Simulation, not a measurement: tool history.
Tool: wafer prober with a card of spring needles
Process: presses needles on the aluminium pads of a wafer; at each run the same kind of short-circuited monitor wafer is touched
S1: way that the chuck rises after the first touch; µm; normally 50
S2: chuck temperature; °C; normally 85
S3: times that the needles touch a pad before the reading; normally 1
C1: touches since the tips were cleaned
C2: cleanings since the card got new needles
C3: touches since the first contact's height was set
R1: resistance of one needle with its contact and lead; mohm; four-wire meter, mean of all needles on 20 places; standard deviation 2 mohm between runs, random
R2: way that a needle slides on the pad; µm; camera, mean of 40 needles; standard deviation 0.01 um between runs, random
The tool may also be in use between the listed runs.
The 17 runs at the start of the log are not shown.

run,hour,S1,S2,S3,C1,C2,C3,R1,R2
# hour 505.8: tips cleaned on abrasive film
# hour 531.1: tips cleaned on abrasive film
18,543.3,59,61,1,3800,71,31494,210,12.2
# hour 556.9: tips cleaned on abrasive film
# hour 582.5: tips cleaned on abrasive film
19,584.3,55,57,1,562,73,44200,210,11.37
# hour 606.7: tips cleaned on abrasive film
20,615.7,47,116,1,2795,74,53933,227,9.7
# hour 631.6: tips cleaned on abrasive film
# hour 656.5: tips cleaned on abrasive film
21,660.1,54,54,2,1131,76,67683,214,11.12
22,679.8,34,78,1,7260,76,73812,228,7.02
# hour 683.2: tips cleaned on abrasive film
# hour 707.4: tips cleaned on abrasive film
23,715.5,34,28,1,2549,78,84871,211,7
# hour 732.3: tips cleaned on abrasive film
24,754.7,67,85,1,6981,79,97035,216,13.77
# hour 758.6: gauge calibrated
# hour 758.7: tips cleaned on abrasive film
# hour 784.9: tips cleaned on abrasive film
# hour 785.2: height of the first contact set anew
25,785.2,50,26,2,0,81,0,206,10.55
# hour 809.8: tips cleaned on abrasive film
26,822.2,34,66,2,3844,82,11485,222,7.16
# hour 837.5: tips cleaned on abrasive film
27,856.8,50,35,3,6022,83,22238,209,10.54
# hour 863.1: tips cleaned on abrasive film
# hour 889.2: tips cleaned on abrasive film
28,901,50,35,3,3679,85,35923,206,10.5
# hour 914.2: tips cleaned on abrasive film
29,935.9,50,35,3,6773,86,46754,209,10.51
# hour 939: tips cleaned on abrasive film
# hour 964.6: tips cleaned on abrasive film
30,966.7,56,70,3,681,88,56286,215,11.75
# hour 989.3: tips cleaned on abrasive film
31,998.2,50,95,1,2760,89,66046,223,10.46

Each row is a separate what-if for the run after 31, all from the same tool condition, not one after another. Results?
# hour 1016.6: tips cleaned on abrasive film
A,1034.6,62,46,2,5582,90,77335,?,?
# hour 1016.6: tips cleaned on abrasive film
B,1034.6,50,123,1,5582,90,77335,?,?
# hour 1016.6: tips cleaned on abrasive film
C,1034.6,50,119,2,5582,90,77335,?,?

run,R1,R2
A,209,12.96
B,231,10.46
C,230,10.46
Without the tool's unlogged condition, the same runs would have read:
run,R1,R2
A,208,13.08
B,231,10.56
C,230,10.56
